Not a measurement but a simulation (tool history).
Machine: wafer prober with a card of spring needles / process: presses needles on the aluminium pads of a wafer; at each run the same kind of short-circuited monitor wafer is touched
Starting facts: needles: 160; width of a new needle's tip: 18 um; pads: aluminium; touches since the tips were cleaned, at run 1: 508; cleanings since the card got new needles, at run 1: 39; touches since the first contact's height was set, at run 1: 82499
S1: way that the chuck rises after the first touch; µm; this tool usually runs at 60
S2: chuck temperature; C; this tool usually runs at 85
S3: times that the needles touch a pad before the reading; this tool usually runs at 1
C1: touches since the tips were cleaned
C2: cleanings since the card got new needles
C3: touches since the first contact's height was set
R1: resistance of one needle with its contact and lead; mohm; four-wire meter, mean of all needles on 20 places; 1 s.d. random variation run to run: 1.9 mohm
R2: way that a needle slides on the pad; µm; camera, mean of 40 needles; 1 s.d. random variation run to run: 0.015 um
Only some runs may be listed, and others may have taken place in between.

{"run": 1, "hour": 0.0, "S1": 60, "S2": 85, "S3": 1, "C1": 508, "C2": 39, "C3": 82499, "R1": 206, "R2": 8.78}
{"hour": 18.6, "done": "tips cleaned on abrasive film"}
{"run": 2, "hour": 18.6, "S1": 60, "S2": 85, "S3": 1, "C1": 0, "C2": 40, "C3": 88666, "R1": 203, "R2": 8.78}
{"hour": 37.8, "done": "tips cleaned on abrasive film"}
{"run": 3, "hour": 39.9, "S1": 60, "S2": 40, "S3": 1, "C1": 714, "C2": 41, "C3": 95758, "R1": 199, "R2": 8.76}
{"hour": 56.8, "done": "tips cleaned on abrasive film"}
{"run": 4, "hour": 58.7, "S1": 60, "S2": 40, "S3": 1, "C1": 610, "C2": 42, "C3": 101986, "R1": 198, "R2": 8.79}
{"hour": 76.2, "done": "tips cleaned on abrasive film"}
{"run": 5, "hour": 80.9, "S1": 60, "S2": 40, "S3": 1, "C1": 1556, "C2": 43, "C3": 109376, "R1": 204, "R2": 8.77}
{"run": 6, "hour": 92.0, "S1": 60, "S2": 40, "S3": 1, "C1": 5250, "C2": 43, "C3": 113070, "R1": 213, "R2": 8.73}
{"hour": 95.7, "done": "tips cleaned on abrasive film"}
{"run": 7, "hour": 109.0, "S1": 60, "S2": 40, "S3": 1, "C1": 4437, "C2": 44, "C3": 118730, "R1": 210, "R2": 8.72}
{"hour": 115.4, "done": "tips cleaned on abrasive film"}
{"run": 8, "hour": 122.3, "S1": 60, "S2": 40, "S3": 1, "C1": 2316, "C2": 45, "C3": 123130, "R1": 210, "R2": 8.74}
{"run": 9, "hour": 133.8, "S1": 60, "S2": 85, "S3": 1, "C1": 6148, "C2": 45, "C3": 126962, "R1": 225, "R2": 8.76}
{"hour": 135.7, "done": "tips cleaned on abrasive film"}
{"run": 10, "hour": 151.3, "S1": 60, "S2": 102, "S3": 1, "C1": 5185, "C2": 46, "C3": 132761, "R1": 227, "R2": 8.75}
{"hour": 154.7, "done": "tips cleaned on abrasive film"}
{"run": 11, "hour": 171.6, "S1": 74, "S2": 37, "S3": 1, "C1": 5626, "C2": 47, "C3": 139506, "R1": 203, "R2": 10.81}
{"hour": 174.1, "done": "tips cleaned on abrasive film"}
{"run": 12, "hour": 185.0, "S1": 74, "S2": 37, "S3": 1, "C1": 3667, "C2": 48, "C3": 143976, "R1": 201, "R2": 10.8}
{"hour": 194.0, "done": "tips cleaned on abrasive film"}
{"run": 13, "hour": 196.3, "S1": 74, "S2": 37, "S3": 1, "C1": 784, "C2": 49, "C3": 147716, "R1": 197, "R2": 10.81}
{"hour": 213.6, "done": "tips cleaned on abrasive film"}
{"run": 14, "hour": 218.1, "S1": 74, "S2": 37, "S3": 1, "C1": 1505, "C2": 50, "C3": 154942, "R1": 198, "R2": 10.77}
{"run": 15, "hour": 227.8, "S1": 60, "S2": 77, "S3": 1, "C1": 4729, "C2": 50, "C3": 158166, "R1": 221, "R2": 8.73}
{"hour": 234.0, "done": "tips cleaned on abrasive film"}
{"run": 16, "hour": 248.4, "S1": 48, "S2": 84, "S3": 2, "C1": 4819, "C2": 51, "C3": 165023, "R1": 228, "R2": 6.9}
{"hour": 253.4, "done": "tips cleaned on abrasive film"}
{"run": 17, "hour": 267.5, "S1": 41, "S2": 84, "S3": 2, "C1": 4705, "C2": 52, "C3": 171352, "R1": 240, "R2": 5.86}

Below are 5 alternative next runs, each starting from the tool's condition after run 17. Predict each:
{"hour": 272.6, "done": "tips cleaned on abrasive film"}
{"hour": 277.0, "done": "height of the first contact set anew"}
{"run": "A", "hour": 287.1, "S1": 61, "S2": 51, "S3": 2, "C1": 4746, "C2": 53, "C3": 3365, "R1": "?", "R2": "?"}
{"hour": 272.6, "done": "tips cleaned on abrasive film"}
{"hour": 277.0, "done": "height of the first contact set anew"}
{"run": "B", "hour": 287.1, "S1": 62, "S2": 30, "S3": 3, "C1": 4746, "C2": 53, "C3": 3365, "R1": "?", "R2": "?"}
{"hour": 272.6, "done": "tips cleaned on abrasive film"}
{"hour": 277.0, "done": "height of the first contact set anew"}
{"run": "C", "hour": 287.1, "S1": 68, "S2": 28, "S3": 2, "C1": 4746, "C2": 53, "C3": 3365, "R1": "?", "R2": "?"}
{"hour": 272.6, "done": "tips cleaned on abrasive film"}
{"hour": 277.0, "done": "height of the first contact set anew"}
{"run": "D", "hour": 287.1, "S1": 60, "S2": 85, "S3": 1, "C1": 4746, "C2": 53, "C3": 3365, "R1": "?", "R2": "?"}
{"hour": 272.6, "done": "tips cleaned on abrasive film"}
{"hour": 277.0, "done": "height of the first contact set anew"}
{"run": "E", "hour": 287.1, "S1": 60, "S2": 62, "S3": 1, "C1": 4746, "C2": 53, "C3": 3365, "R1": "?", "R2": "?"}

run=A R1=208 R2=9.06
run=B R1=193 R2=9.21
run=C R1=197 R2=10.09
run=D R1=224 R2=8.92
run=E R1=220 R2=8.89
The same runs, with their run-to-run variation unchanged, on a tool lacking any hidden condition would have given:
run=A R1=194 R2=9.06
run=B R1=185 R2=9.21
run=C R1=185 R2=10.09
run=D R1=201 R2=8.92
run=E R1=197 R2=8.89
